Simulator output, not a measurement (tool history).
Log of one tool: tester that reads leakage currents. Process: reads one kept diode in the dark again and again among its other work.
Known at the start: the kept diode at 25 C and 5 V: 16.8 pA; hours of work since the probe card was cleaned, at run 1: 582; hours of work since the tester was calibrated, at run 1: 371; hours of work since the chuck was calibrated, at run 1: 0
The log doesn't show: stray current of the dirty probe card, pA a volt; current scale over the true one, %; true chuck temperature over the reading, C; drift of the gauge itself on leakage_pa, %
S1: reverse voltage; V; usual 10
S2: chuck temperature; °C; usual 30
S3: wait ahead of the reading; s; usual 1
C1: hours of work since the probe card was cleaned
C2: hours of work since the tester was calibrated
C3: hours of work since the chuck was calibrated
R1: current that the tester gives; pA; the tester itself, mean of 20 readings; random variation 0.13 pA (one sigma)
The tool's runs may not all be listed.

run,hour,S1,S2,S3,C1,C2,C3,R1
1,0,10,30,1,582,371,0,45.22
2,33.1,10,30,6.01,605,394,22,44.57
3,73.2,10,30,2.16,632,421,49,45.19
4,111.6,10,30,2.16,658,447,75,45.13
5,147.6,10,39,1,682,471,100,91.85
6,199.7,10,39,1,717,506,135,91.77
7,254.7,10,39,1,755,543,172,91.92
8,300.3,9.3,30,1,785,574,203,44.64
9,341.8,9.3,30,1,813,602,231,44.36
10,402.3,9.3,30,1,854,643,272,44.49
11,435.5,10,33,1,877,665,294,58.53
12,460.1,1.9,33,1,893,682,311,21.6
13,512.3,1.9,33,1,928,717,346,21.75
14,552.6,10,30,1,956,745,373,47.35
15,577.4,10,34,1,972,761,390,63.8
16,623.5,10,34,0.46,1004,792,421,64.91
17,671.4,10,34,0.46,1036,825,453,64.64
18,714,10,34,0.46,1065,853,482,65.29
19,772.1,10,34,0.46,1104,893,521,65.28
20,828.8,1.7,30,1,1142,931,560,15.98
21,855.1,13.1,27,1,1160,949,578,47.6
22,902.2,6.2,23,2.28,1192,981,609,21.81
23,948.2,3.3,49,1,1223,1012,640,105.5
24,990.9,3.3,49,1,1252,1041,669,105.79
25,1040.3,10.1,48,0.81,1285,1074,703,184.87
26,1065.1,10.1,48,0.81,1302,1091,719,185.38
27,1094.3,10.1,48,0.81,1322,1110,739,185.41

Forecast run 28:
28,1122.6,10.1,48,0.81,1341,1129,758,?

Run 28 gave R1 185.21 pA.
Without the tool's hidden state the same run would have given R1 181.6 pA.
